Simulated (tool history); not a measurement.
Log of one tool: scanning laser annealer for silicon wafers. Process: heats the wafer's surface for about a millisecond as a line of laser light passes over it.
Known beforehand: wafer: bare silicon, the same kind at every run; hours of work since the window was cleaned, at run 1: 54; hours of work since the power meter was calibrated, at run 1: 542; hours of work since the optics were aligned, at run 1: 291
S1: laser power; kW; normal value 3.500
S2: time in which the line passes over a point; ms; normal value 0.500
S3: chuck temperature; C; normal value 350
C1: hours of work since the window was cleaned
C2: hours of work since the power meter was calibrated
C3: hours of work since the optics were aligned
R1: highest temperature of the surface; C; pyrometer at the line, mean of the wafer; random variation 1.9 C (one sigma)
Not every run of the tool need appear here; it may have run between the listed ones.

| run | day | S1 | S2 | S3 | C1 | C2 | C3 | R1 |
|---|---|---|---|---|---|---|---|---|
| 1 | 0.000 | 3.500 | 0.500 | 350 | 54 | 542 | 291 | 1086 |
| 2 | 2.262 | 3.500 | 0.500 | 361 | 96 | 584 | 333 | 1094 |
| 3 | 5.183 | 3.500 | 0.500 | 361 | 150 | 637 | 387 | 1092 |
| 4 | 6.800 | 3.500 | 0.500 | 350 | 180 | 667 | 417 | 1078 |
| 5 | 8.779 | 3.500 | 0.500 | 350 | 216 | 704 | 453 | 1078 |
| 6 | 10.242 | 3.500 | 0.375 | 350 | 243 | 730 | 480 | 991 |
| 7 | 13.617 | 3.500 | 0.500 | 354 | 305 | 793 | 542 | 1078 |
| 8 | 15.125 | 3.811 | 0.500 | 354 | 333 | 820 | 570 | 1160 |
| 9 | 18.438 | 3.811 | 0.500 | 354 | 394 | 881 | 631 | 1157 |
| 10 | 20.662 | 3.811 | 0.500 | 354 | 435 | 922 | 672 | 1154 |
| 11 | 22.296 | 3.811 | 0.500 | 354 | 465 | 952 | 702 | 1151 |
| 12 | 25.750 | 3.811 | 0.500 | 354 | 528 | 1016 | 765 | 1149 |
|  | 26.204 | optics aligned, line set to its width |
| 13 | 28.238 | 3.811 | 0.500 | 354 | 570 | 1058 | 37 | 1145 |
|  | 30.058 | window over the wafer cleaned |
| 14 | 30.850 | 3.500 | 0.500 | 350 | 15 | 1104 | 84 | 1083 |
| 15 | 32.812 | 3.500 | 0.500 | 350 | 51 | 1141 | 120 | 1081 |
| 16 | 35.488 | 3.500 | 0.500 | 350 | 100 | 1190 | 169 | 1080 |
| 17 | 37.021 | 3.500 | 0.500 | 350 | 128 | 1218 | 198 | 1077 |
| 18 | 40.354 | 3.500 | 0.500 | 350 | 190 | 1279 | 259 | 1073 |
|  | 42.338 | optics aligned, line set to its width, once more |
| 19 | 42.533 | 3.500 | 0.500 | 350 | 226 | 1316 | 4 | 1088 |
| 20 | 45.246 | 3.500 | 0.392 | 350 | 276 | 1366 | 54 | 1013 |
| 21 | 47.712 | 3.500 | 0.392 | 350 | 321 | 1411 | 99 | 1013 |
| 22 | 50.550 | 3.500 | 0.378 | 322 | 373 | 1463 | 151 | 971 |
| 23 | 52.633 | 3.500 | 0.378 | 322 | 412 | 1502 | 190 | 966 |
| 24 | 54.267 | 3.601 | 0.380 | 380 | 442 | 1532 | 220 | 1050 |
| 25 | 56.892 | 3.601 | 0.382 | 313 | 490 | 1580 | 268 | 981 |
| 26 | 58.679 | 3.042 | 0.382 | 348 | 523 | 1613 | 301 | 885 |
| 27 | 61.925 | 3.042 | 0.382 | 370 | 583 | 1673 | 361 | 904 |
|  | 63.088 | window over the wafer cleaned |
| 28 | 65.521 | 3.810 | 0.409 | 351 | 45 | 1737 | 425 | 1109 |
| 29 | 67.796 | 3.500 | 0.500 | 343 | 87 | 1779 | 467 | 1083 |
| 30 | 70.742 | 3.500 | 0.500 | 343 | 141 | 1833 | 521 | 1078 |
| 31 | 73.096 | 3.500 | 0.500 | 343 | 184 | 1877 | 565 | 1076 |
| 32 | 76.229 | 3.500 | 0.384 | 343 | 242 | 1934 | 622 | 993 |
| 33 | 77.671 | 2.980 | 0.419 | 369 | 268 | 1961 | 649 | 916 |
| 34 | 79.588 | 3.247 | 0.553 | 331 | 304 | 1996 | 684 | 1020 |
| 35 | 81.083 | 3.247 | 0.553 | 331 | 331 | 2024 | 712 | 1022 |
| 36 | 83.679 | 3.247 | 0.419 | 331 | 379 | 2072 | 759 | 941 |
| 37 | 85.662 | 3.013 | 0.619 | 380 | 416 | 2108 | 796 | 1031 |
| 38 | 89.117 | 3.013 | 0.619 | 380 | 479 | 2172 | 860 | 1027 |
| 39 | 90.862 | 3.013 | 0.423 | 362 | 511 | 2204 | 892 | 912 |
| 40 | 93.750 | 3.414 | 0.500 | 371 | 564 | 2257 | 945 | 1063 |
|  | 95.817 | window over the wafer cleaned |
| 41 | 96.125 | 3.414 | 0.500 | 363 | 6 | 2299 | 987 | 1079 |

Forecast each of these 3 alternatives for the next run:
| A | 98.879 | 3.642 | 0.537 | 323 | 56 | 2350 | 1038 | ? |
| B | 98.879 | 3.414 | 0.529 | 330 | 56 | 2350 | 1038 | ? |
| C | 98.879 | 3.500 | 0.500 | 355 | 56 | 2350 | 1038 | ? |

| run | R1 |
|---|---|
| A | 1123 |
| B | 1061 |
| C | 1094 |
Without the tool's hidden state the same runs would have given:
| run | R1 |
|---|---|
| A | 1131 |
| B | 1068 |
| C | 1101 |
